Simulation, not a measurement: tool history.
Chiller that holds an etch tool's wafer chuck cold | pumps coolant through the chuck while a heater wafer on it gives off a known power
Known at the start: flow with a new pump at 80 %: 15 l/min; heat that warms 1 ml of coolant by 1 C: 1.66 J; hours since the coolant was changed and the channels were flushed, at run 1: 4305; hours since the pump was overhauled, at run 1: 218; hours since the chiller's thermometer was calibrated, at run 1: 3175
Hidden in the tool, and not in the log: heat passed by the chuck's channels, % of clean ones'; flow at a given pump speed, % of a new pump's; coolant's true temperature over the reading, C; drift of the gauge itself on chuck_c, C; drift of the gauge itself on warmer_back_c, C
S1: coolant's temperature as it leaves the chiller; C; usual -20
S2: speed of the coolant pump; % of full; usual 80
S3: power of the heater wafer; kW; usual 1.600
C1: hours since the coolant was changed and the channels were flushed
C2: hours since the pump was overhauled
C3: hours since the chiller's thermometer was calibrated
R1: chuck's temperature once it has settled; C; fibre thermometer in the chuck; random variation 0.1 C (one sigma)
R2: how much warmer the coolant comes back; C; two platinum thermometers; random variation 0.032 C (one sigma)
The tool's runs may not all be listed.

run,hour,S1,S2,S3,C1,C2,C3,R1,R2
1,0.0,-20,80,1.600,4305,218,3175,-0.3,3.88
2,66.2,-20,80,1.600,4371,284,3241,-0.1,3.89
3,100.0,-20,92,1.600,4405,318,3275,-1.9,3.36
4,145.1,-20,83,1.600,4450,363,3320,-0.6,3.72
5,183.6,-20,83,1.600,4488,401,3358,-0.7,3.71
6,223.3,-20,80,1.600,4528,441,3398,-0.2,3.90
7,254.4,-20,80,1.600,4559,472,3429,-0.1,3.85
8,296.9,-20,77,1.600,4602,515,3472,0.5,4.08
# hour 306.2: coolant pump overhauled
9,372.1,-11,80,1.600,4672,66,3542,9.1,3.91
10,415.5,-11,82,1.600,4715,109,3585,8.7,3.79
11,465.8,-17,94,1.428,4765,160,3636,-0.8,2.92
12,515.8,-17,94,1.428,4815,210,3686,-0.8,2.95
# hour 567.7: coolant pump overhauled, once more
13,571.8,-15,76,1.399,4866,4,3737,3.2,3.52
14,641.9,-14,74,1.399,4937,74,3807,4.5,3.65
15,684.4,-14,84,1.399,4979,117,3849,2.7,3.20

The next listed run, before its measurement:
16,737.4,-14,84,1.399,5032,170,3902,?,?

R1: 2.8 C
R2: 3.22 C
Without the tool's hidden state the same run would have given R1 1.0 C, R2 3.22 C.

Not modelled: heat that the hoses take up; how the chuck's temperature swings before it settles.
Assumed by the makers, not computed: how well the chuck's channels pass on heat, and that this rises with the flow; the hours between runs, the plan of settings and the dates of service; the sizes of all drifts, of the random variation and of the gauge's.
